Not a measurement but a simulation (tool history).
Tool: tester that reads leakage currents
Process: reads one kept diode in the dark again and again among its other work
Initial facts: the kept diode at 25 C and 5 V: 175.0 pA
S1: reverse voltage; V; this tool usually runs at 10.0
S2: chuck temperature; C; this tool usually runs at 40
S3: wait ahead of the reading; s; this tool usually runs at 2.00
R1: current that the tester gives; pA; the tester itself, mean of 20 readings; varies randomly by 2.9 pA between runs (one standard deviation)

| run | hour | S1 | S2 | S3 | R1 |
|---|---|---|---|---|---|
| 1 | 0.0 | 10.0 | 40 | 2.00 | 1068.42 |
| 2 | 81.6 | 10.0 | 40 | 2.00 | 1072.47 |
| 3 | 182.8 | 10.0 | 40 | 2.00 | 1072.68 |
|  | 237.1 | chuck's temperature calibrated |
| 4 | 291.4 | 10.0 | 40 | 2.00 | 967.78 |
| 5 | 366.6 | 10.0 | 40 | 2.00 | 970.42 |
| 6 | 458.1 | 10.0 | 40 | 2.00 | 974.84 |
| 7 | 560.7 | 10.0 | 40 | 2.00 | 977.16 |
| 8 | 643.5 | 10.0 | 40 | 2.00 | 983.68 |
| 9 | 714.9 | 10.0 | 44 | 2.00 | 1360.15 |
| 10 | 821.3 | 9.0 | 44 | 2.00 | 1291.97 |
| 11 | 877.6 | 10.0 | 40 | 6.39 | 991.05 |
| 12 | 929.2 | 10.0 | 51 | 2.00 | 2368.60 |
| 13 | 1028.3 | 10.0 | 28 | 2.00 | 369.24 |
| 14 | 1105.8 | 10.0 | 28 | 2.00 | 370.55 |
| 15 | 1201.2 | 10.0 | 40 | 2.00 | 1008.66 |
| 16 | 1245.4 | 10.0 | 40 | 2.00 | 1013.60 |
| 17 | 1336.6 | 10.0 | 40 | 2.00 | 1021.05 |
| 18 | 1391.7 | 1.3 | 27 | 1.58 | 105.74 |
|  | 1452.1 | probe card cleaned and baked |
| 19 | 1480.3 | 16.5 | 44 | 0.47 | 1861.57 |
| 20 | 1580.0 | 1.1 | 55 | 3.62 | 943.59 |
| 21 | 1682.8 | 10.0 | 39 | 6.06 | 937.03 |
| 22 | 1750.3 | 2.4 | 23 | 2.00 | 104.61 |
| 23 | 1802.8 | 1.4 | 40 | 2.44 | 335.69 |
| 24 | 1861.5 | 1.4 | 58 | 2.44 | 1350.43 |
| 25 | 1910.2 | 9.6 | 29 | 2.67 | 399.08 |
| 26 | 2008.2 | 13.2 | 27 | 2.00 | 403.34 |
| 27 | 2106.5 | 12.4 | 37 | 2.00 | 923.00 |
| 28 | 2203.2 | 3.7 | 32 | 3.56 | 302.61 |
| 29 | 2280.1 | 3.7 | 32 | 3.56 | 303.67 |
| 30 | 2359.0 | 4.2 | 30 | 0.99 | 278.86 |
| 31 | 2440.3 | 4.2 | 26 | 5.84 | 195.55 |
| 32 | 2506.2 | 10.0 | 27 | 1.61 | 351.69 |
| 33 | 2603.0 | 10.0 | 27 | 1.61 | 356.96 |
| 34 | 2698.2 | 10.1 | 40 | 0.35 | 1090.49 |

Alternative continuations, all from the tool just after run 34; predict every row:
|  | 2709.9 | tester calibrated |
| A | 2762.5 | 10.1 | 40 | 4.28 | ? |
|  | 2709.9 | tester calibrated |
| B | 2762.5 | 1.2 | 56 | 0.49 | ? |
|  | 2709.9 | tester calibrated |
| C | 2762.5 | 10.1 | 27 | 3.85 | ? |
|  | 2709.9 | tester calibrated |
| D | 2762.5 | 3.9 | 40 | 2.00 | ? |

| run | R1 |
|---|---|
| A | 1046.81 |
| B | 1081.05 |
| C | 351.40 |
| D | 608.97 |
Without the tool's hidden state the same runs would have given:
| run | R1 |
|---|---|
| A | 952.98 |
| B | 997.19 |
| C | 314.06 |
| D | 555.39 |
